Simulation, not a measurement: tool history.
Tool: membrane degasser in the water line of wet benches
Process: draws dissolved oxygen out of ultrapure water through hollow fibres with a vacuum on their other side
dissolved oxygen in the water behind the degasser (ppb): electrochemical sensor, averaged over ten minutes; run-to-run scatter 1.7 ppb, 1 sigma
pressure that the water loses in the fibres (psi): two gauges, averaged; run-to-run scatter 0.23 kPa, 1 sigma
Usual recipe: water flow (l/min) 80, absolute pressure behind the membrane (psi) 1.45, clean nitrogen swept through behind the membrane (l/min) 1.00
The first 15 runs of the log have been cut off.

run    hour  water flow (l/min)  absolute pressure behind the membrane (psi)  clean nitrogen swept through behind the membrane (l/min)  hours since the membrane was changed  hours since the vacuum gauge was calibrated  hours since the vacuum lines were made tight  dissolved oxygen in the water behind the degasser (ppb)  pressure that the water loses in the fibres (psi)
 16  3196.2                  80                                         1.45                                                      1.00                                 12821                                         1440                                          5225                                                    845.0                                              8.943
 17  3462.2                  80                                         1.45                                                      1.00                                 13087                                         1706                                          5491                                                    848.6                                              8.913
 18  3745.1                 116                                         1.45                                                      1.22                                 13370                                         1989                                          5774                                                    953.4                                             12.923
     3784.3  -- gauge calibrated
 19  3892.1                  71                                         2.18                                                      0.55                                 13517                                         2136                                          5921                                                   1817.8                                              7.757
 20  4194.1                  69                                         1.45                                                      1.00                                 13819                                         2438                                          6223                                                    768.6                                              7.477
 21  4481.5                  80                                         2.86                                                      2.29                                 14107                                         2725                                          6511                                                   1060.6                                              8.765
 22  4663.9                  57                                         1.80                                                      0.53                                 14289                                         2908                                          6693                                                   1325.8                                              6.267
 23  4789.6                  57                                         1.80                                                      0.53                                 14415                                         3033                                          6819                                                   1323.8                                              6.269
 24  5055.0                  80                                         1.45                                                      2.67                                 14680                                         3299                                          7084                                                    413.5                                              8.786
 25  5331.9                  80                                         1.45                                                      2.67                                 14957                                         3576                                          7361                                                    415.1                                              8.785
 26  5497.7                 127                                         1.06                                                      2.67                                 15123                                         3742                                          7527                                                    393.2                                             14.034
 27  5761.2                 127                                         1.06                                                      1.51                                 15386                                         4005                                          7790                                                    566.1                                             13.999
 28  5905.6                  78                                         1.10                                                      1.00                                 15531                                         4149                                          7935                                                    551.7                                              8.675
     5951.5  -- seals of the vacuum lines changed
 29  6193.4                  78                                         1.10                                                      1.00                                 15817                                         4435                                           242                                                    552.5                                              8.633
 30  6463.4                  51                                         1.10                                                      2.15                                 16087                                         4705                                           512                                                    223.0                                              5.662
 31  6694.5                  52                                         1.10                                                      0.61                                 16318                                         4936                                           743                                                    584.7                                              5.778
 32  6845.2                  52                                         1.10                                                      0.61                                 16468                                         5087                                           894                                                    585.1                                              5.759
 33  7105.2                  52                                         1.52                                                      0.64                                 16729                                         5347                                          1154                                                    905.9                                              5.799

Branching from run 33: 3 alternative next runs. What would each branch give?
  A  7294.4                  72                                         1.74                                                      2.31                                 16918                                         5536                                          1343                                                        ?                                                  ?
  B  7294.4                  89                                         2.89                                                      1.15                                 16918                                         5536                                          1343                                                        ?                                                  ?
  C  7294.4                  97                                         1.45                                                      2.73                                 16918                                         5536                                          1343                                                        ?                                                  ?

run  dissolved oxygen in the water behind the degasser (ppb)  pressure that the water loses in the fibres (psi)
  A                                                    544.5                                              8.029
  B                                                   1836.8                                              9.934
  C                                                    478.3                                             10.770
What these runs would have given with no unlogged condition in the tool:
run  dissolved oxygen in the water behind the degasser (ppb)  pressure that the water loses in the fibres (psi)
  A                                                    544.2                                              7.861
  B                                                   1836.4                                              9.726
  C                                                    478.0                                             10.546
